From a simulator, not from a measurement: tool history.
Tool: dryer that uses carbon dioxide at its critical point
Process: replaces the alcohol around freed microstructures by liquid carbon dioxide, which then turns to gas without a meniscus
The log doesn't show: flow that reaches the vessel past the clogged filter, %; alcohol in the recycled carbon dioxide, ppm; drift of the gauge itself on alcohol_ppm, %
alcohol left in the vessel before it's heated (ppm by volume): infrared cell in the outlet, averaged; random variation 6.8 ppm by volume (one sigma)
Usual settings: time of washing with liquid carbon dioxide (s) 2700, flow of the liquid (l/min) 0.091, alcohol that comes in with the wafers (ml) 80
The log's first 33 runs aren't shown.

run   hour  time of washing with liquid carbon dioxide (s)  flow of the liquid (l/min)  alcohol that comes in with the wafers (ml)  hours of work since the filter was changed  hours of work since the purifier's bed was changed  alcohol left in the vessel before it's heated (ppm by volume)
 34  229.9                                            1680                       0.091                                          37                                          28                                                 238                                                           1616
 35  239.7                                            1680                       0.091                                          37                                          33                                                 243                                                           1612
 36  250.6                                            1680                       0.091                                          37                                          39                                                 249                                                           1677
 37  260.8                                            2880                       0.091                                          94                                          44                                                 254                                                            317
 38  268.9                                            2700                      0.1111                                          41                                          48                                                 258                                                             79
 39  275.9                                            4080                      0.0822                                          22                                          51                                                 261                                                             43
 40  284.1                                            2940                      0.0692                                          83                                          55                                                 265                                                           1088
 41  289.4                                            2940                      0.0882                                          40                                          58                                                 268                                                            161
 42    297                                            3300                       0.091                                          80                                          62                                                 272                                                            125
 43  307.1                                            3300                       0.091                                          80                                          67                                                 277                                                            138
 44  311.6                                            1740                      0.1203                                          47                                          69                                                 279                                                            586
 45    319                                            2580                      0.1026                                          56                                          73                                                 283                                                            199
 46  327.9                                            3540                       0.091                                          31                                          77                                                 287                                                             53
 47    336                                            3540                       0.091                                          31                                          81                                                 291                                                             48
 48  341.7                                            3240                       0.091                                          68                                          84                                                 294                                                            130

Forecast each of these 3 alternatives for the next run:
  A  350.4                                            2760                      0.1514                                         109                                          88                                                 298                                                              ?
  B  350.4                                            2460                      0.1388                                          72                                          88                                                 298                                                              ?
  C  350.4                                            2340                       0.091                                          68                                          88                                                 298                                                              ?

run  alcohol left in the vessel before it's heated (ppm by volume)
  A                                                             41
  B                                                             67
  C                                                            787
Without the tool's hidden state the same runs would have given:
run  alcohol left in the vessel before it's heated (ppm by volume)
  A                                                              5
  B                                                             24
  C                                                            599
